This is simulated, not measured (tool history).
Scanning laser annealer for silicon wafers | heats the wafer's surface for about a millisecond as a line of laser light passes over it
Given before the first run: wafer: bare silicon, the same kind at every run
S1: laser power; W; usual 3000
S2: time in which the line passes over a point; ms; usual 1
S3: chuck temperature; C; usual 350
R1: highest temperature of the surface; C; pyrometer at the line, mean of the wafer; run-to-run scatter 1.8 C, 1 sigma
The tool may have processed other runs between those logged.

run    hour    S1    S2   S3    R1
  1       0  3000     1  350  1046
  2    62.6  3000     1  350  1043
  3    96.7  3000  0.98  350  1034
  4   140.5  3000     1  350  1038
  5   181.3  3000     1  350  1036
  6   230.2  3000     1  350  1036
  7   283.6  3000     1  350  1036
  8   338.8  3000     1  350  1034
  9   381.8  3000     1  350  1033
 10   444.7  3000  1.08  350  1055
 11     509  3000  1.08  350  1051
 12   543.6  3000  1.08  356  1057
 13   611.8  3000     1  344  1018
 14   673.8  3000     1  344  1019
 15   708.7  3000     1  344  1014
 16   742.1  3000     1  344  1012
 17   777.5  3000     1  319   989
 18   810.7  3000     1  319   988
 19   876.6  3000     1  350  1013
 20   943.4  3000     1  350  1016
 21    1002  3135  0.88  350  1008
     1011.3  -- optics aligned, line set to its width
     1038.7  -- window over the wafer cleaned
 22  1065.2  3135  0.88  350  1007
 23  1100.7  3258     1  350  1080
 24  1137.8  2936     1  350   987
 25  1175.3  2776     1  310   901
 26  1231.6  2776   0.9  358   921
 27  1260.5  3000  1.05  314   979
 28    1313  2986     1  350   992
 29  1353.2  3000     1  369  1018
 30  1399.8  2726     1  350   918
     1445.4  -- optics aligned, line set to its width, once more
 31  1471.7  2784  1.11  379  1039
 32  1530.7  2893  1.15  350  1055
 33  1563.8  2893  1.09  385  1067
 34  1600.5  2893  1.09  385  1068
 35  1657.9  2893  1.09  385  1065
 36  1728.5  2893  1.09  385  1059
 37  1777.9  2893  1.09  385  1061
 38  1848.1  2948  0.81  323   919
 39  1877.7  2948  0.81  323   918
 40  1937.8  2948  0.81  323   918

Difference, measured minus no-hidden-state, one row per run. Run-to-run variation is common to both terms; the gauge's own scatter need not be:
The tool's hidden condition here consists of: light that passes the window, % of a clean one's; laser's true power over the reading, %; width of the line over the set one, %; drift of the gauge itself on peak_c, C.
run   R1
  1  -13
  2  -14
  3  -16
  4  -17
  5  -19
  6  -20
  7  -22
  8  -24
  9  -25
 10  -27
 11  -30
 12  -31
 13  -33
 14  -35
 15  -36
 16  -36
 17  -37
 18  -38
 19  -41
 20  -43
 21  -44
 22  -49
 23  -56
 24  -50
 25  -48
 26  -48
 27  -57
 28  -57
 29  -59
 30  -53
 31  -17
 32  -20
 33  -20
 34  -21
 35  -23
 36  -26
 37  -27
 38  -27
 39  -27
 40  -29

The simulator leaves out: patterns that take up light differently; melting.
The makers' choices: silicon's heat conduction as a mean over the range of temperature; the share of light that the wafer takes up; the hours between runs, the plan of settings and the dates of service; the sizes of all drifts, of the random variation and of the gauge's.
